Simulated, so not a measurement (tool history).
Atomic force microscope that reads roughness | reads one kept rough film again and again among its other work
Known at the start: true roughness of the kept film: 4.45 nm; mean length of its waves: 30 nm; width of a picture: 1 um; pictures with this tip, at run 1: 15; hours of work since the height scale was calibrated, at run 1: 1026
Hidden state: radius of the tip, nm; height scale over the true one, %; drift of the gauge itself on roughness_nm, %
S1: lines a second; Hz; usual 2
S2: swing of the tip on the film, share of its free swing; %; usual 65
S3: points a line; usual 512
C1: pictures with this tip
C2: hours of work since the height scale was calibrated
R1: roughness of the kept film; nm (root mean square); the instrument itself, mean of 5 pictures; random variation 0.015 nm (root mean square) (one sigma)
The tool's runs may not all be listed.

run   hour    S1  S2   S3  C1    C2     R1
  1      0     2  65  512  15  1026  3.308
      43.2  -- new tip fitted
  2   53.6     2  65  512  19  1055  3.193
        95  -- new tip fitted
  3  123.4     2  65  512  51  1094  2.805
     150.6  -- new tip fitted
  4  187.8     2  65  512  67  1129  2.617
     201.8  -- new tip fitted
  5  231.9     2  65  271  54  1153  2.762
     253.9  -- new tip fitted
     305.2  -- new tip fitted
  6  305.2     2  65  271   0  1193  3.489
  7  349.9     2  65  271  81  1217  2.507
     356.1  -- new tip fitted
     409.8  -- new tip fitted
  8  409.8     2  65  271   0  1250  3.543
     461.9  -- new tip fitted
  9  472.8     2  65  271  19  1284  3.207
       514  -- new tip fitted
 10    514     2  65  343   0  1307  3.585
 11    551  0.62  71  845  67  1327  2.864
     566.2  -- new tip fitted
 12  607.2   0.8  65  434  74  1358  2.645
     620.2  -- new tip fitted
 13    649  2.98  74  608  52  1381  2.625
     673.5  -- new tip fitted
 14  683.7  2.98  57  524  19  1400  3.282
 15  720.9  1.84  57  262  86  1420  2.505
       726  -- new tip fitted
 16  770.9  2.69  57  424  81  1447  2.466

Some steps in R1 between neighbouring runs. How much of each would the tool show without its hidden state too (settings, what came in, random variation), and how much is left for the hidden state, with any gauge scatter that isn't in both results?
Run 7 -> 8: new tip fitted, new tip fitted. R1 +1.036 nm (root mean square): hidden state +1.025, all else +0.011.
